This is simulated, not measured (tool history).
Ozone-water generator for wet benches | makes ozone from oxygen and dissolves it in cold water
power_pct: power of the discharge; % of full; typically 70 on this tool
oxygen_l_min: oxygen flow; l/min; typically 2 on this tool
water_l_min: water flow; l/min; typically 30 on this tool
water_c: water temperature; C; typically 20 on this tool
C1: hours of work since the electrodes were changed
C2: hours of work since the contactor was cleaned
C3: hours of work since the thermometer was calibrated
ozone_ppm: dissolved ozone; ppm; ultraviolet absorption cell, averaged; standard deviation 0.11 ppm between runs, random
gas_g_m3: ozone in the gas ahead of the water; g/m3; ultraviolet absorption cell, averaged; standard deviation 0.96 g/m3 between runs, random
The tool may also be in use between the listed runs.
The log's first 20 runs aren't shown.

run 21 day=52.267 | power_pct=100 oxygen_l_min=1.1 water_l_min=19 water_c=14 | C1=1151 C2=7283 C3=2930 | ozone_ppm=10.7 gas_g_m3=290.8
run 22 day=55.192 | power_pct=100 oxygen_l_min=1.1 water_l_min=19 water_c=14 | C1=1211 C2=7343 C3=2990 | ozone_ppm=10.7 gas_g_m3=290.4
run 23 day=58.704 | power_pct=67 oxygen_l_min=1.02 water_l_min=30 water_c=20 | C1=1282 C2=7414 C3=3061 | ozone_ppm=4.2 gas_g_m3=208.3
-- day=60.512 water thermometer calibrated
run 24 day=61.458 | power_pct=67 oxygen_l_min=1.02 water_l_min=18 water_c=24 | C1=1337 C2=7469 C3=19 | ozone_ppm=7.4 gas_g_m3=208.6
run 25 day=63.933 | power_pct=70 oxygen_l_min=1.49 water_l_min=30 water_c=16 | C1=1387 C2=7520 C3=69 | ozone_ppm=5.7 gas_g_m3=188.2
run 26 day=65.404 | power_pct=70 oxygen_l_min=1.49 water_l_min=30 water_c=15 | C1=1417 C2=7549 C3=99 | ozone_ppm=5.5 gas_g_m3=187.9
run 27 day=66.996 | power_pct=70 oxygen_l_min=1.15 water_l_min=33 water_c=22 | C1=1450 C2=7582 C3=132 | ozone_ppm=4.2 gas_g_m3=208.5
run 28 day=70.296 | power_pct=70 oxygen_l_min=1.15 water_l_min=33 water_c=22 | C1=1516 C2=7649 C3=198 | ozone_ppm=4.3 gas_g_m3=208.3
run 29 day=73.583 | power_pct=70 oxygen_l_min=1.15 water_l_min=33 water_c=22 | C1=1583 C2=7715 C3=265 | ozone_ppm=4.1 gas_g_m3=207.8
run 30 day=76.342 | power_pct=48 oxygen_l_min=3.49 water_l_min=39 water_c=19 | C1=1639 C2=7771 C3=321 | ozone_ppm=4 gas_g_m3=95.1
run 31 day=79.196 | power_pct=59 oxygen_l_min=3.49 water_l_min=39 water_c=15 | C1=1697 C2=7829 C3=379 | ozone_ppm=4.9 gas_g_m3=115
run 32 day=82.238 | power_pct=65 oxygen_l_min=1.09 water_l_min=39 water_c=24 | C1=1759 C2=7891 C3=441 | ozone_ppm=3.2 gas_g_m3=199.4
run 33 day=85.812 | power_pct=79 oxygen_l_min=1.47 water_l_min=30 water_c=20 | C1=1831 C2=7963 C3=513 | ozone_ppm=5.8 gas_g_m3=214.6

Below are 4 alternative next runs, each starting from the tool's condition after run 33. Predict each:
run A day=88.346 | power_pct=74 oxygen_l_min=2 water_l_min=33 water_c=20 | C1=1883 C2=8015 C3=565 | ozone_ppm=? gas_g_m3=?
run B day=88.346 | power_pct=45 oxygen_l_min=1.76 water_l_min=30 water_c=15 | C1=1883 C2=8015 C3=565 | ozone_ppm=? gas_g_m3=?
run C day=88.346 | power_pct=70 oxygen_l_min=2 water_l_min=30 water_c=17 | C1=1883 C2=8015 C3=565 | ozone_ppm=? gas_g_m3=?
run D day=88.346 | power_pct=79 oxygen_l_min=1.75 water_l_min=20 water_c=20 | C1=1883 C2=8015 C3=565 | ozone_ppm=? gas_g_m3=?

run=A ozone_ppm=5.7 gas_g_m3=179.6
run=B ozone_ppm=3.9 gas_g_m3=118.1
run=C ozone_ppm=6.4 gas_g_m3=169.7
run=D ozone_ppm=9.7 gas_g_m3=198
With no hidden state in the tool, these same runs would have given:
run=A ozone_ppm=5.7 gas_g_m3=172.9
run=B ozone_ppm=3.9 gas_g_m3=113.6
run=C ozone_ppm=6.4 gas_g_m3=163.3
run=D ozone_ppm=9.7 gas_g_m3=190.5
